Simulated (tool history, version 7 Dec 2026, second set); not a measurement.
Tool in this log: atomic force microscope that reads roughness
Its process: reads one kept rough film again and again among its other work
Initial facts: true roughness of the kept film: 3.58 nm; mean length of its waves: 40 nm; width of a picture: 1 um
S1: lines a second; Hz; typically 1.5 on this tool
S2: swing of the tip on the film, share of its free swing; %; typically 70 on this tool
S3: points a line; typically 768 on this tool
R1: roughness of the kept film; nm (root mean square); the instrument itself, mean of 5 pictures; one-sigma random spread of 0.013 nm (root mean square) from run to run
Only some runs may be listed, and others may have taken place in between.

run,hour,S1,S2,S3,R1
1,0,1.5,70,768,2.996
2,8.5,1.5,70,768,2.992
3,19.5,1.5,70,768,3.01
4,39.7,2.13,70,768,2.892
5,52.5,0.7,70,768,3.165
6,67.8,1.5,70,474,2.967
7,76,1.5,70,474,3
8,96.2,1.5,70,474,2.972
9,106.8,1.5,70,474,2.986
10,118.1,1.5,70,474,2.991
11,129.8,1.5,70,474,2.992
12,140,0.64,70,379,3.144
13,158.5,3.8,63,379,2.821
14,175.4,3.8,77,379,2.418
15,189.9,1.64,78,836,2.812
16,205.2,1.64,78,836,2.84
17,220.1,2.9,82,538,2.431
18,230.6,2.9,82,538,2.449
19,245.7,1.12,58,768,3.196

Withheld: 6 entries from between the runs. Position of each, and hidden state at the listed run before versus the listed run after:
Between runs 3 and 4: new tip fitted (hour 38.7)
  radius of the tip, nm: 10.2 -> 10
Between runs 7 and 8: new tip fitted (hour 78.2)
  radius of the tip, nm: 10.3 -> 10.2
Between runs 9 and 10: new tip fitted (hour 116.3)
  radius of the tip, nm: 10.3 -> 10
Between runs 12 and 13: new tip fitted (hour 154.3)
  radius of the tip, nm: 10.2 -> 10
Between runs 15 and 16: new tip fitted (hour 193.3)
  radius of the tip, nm: 10.3 -> 10.1
Between runs 18 and 19: new tip fitted (hour 232.8)
  radius of the tip, nm: 10.3 -> 10.1
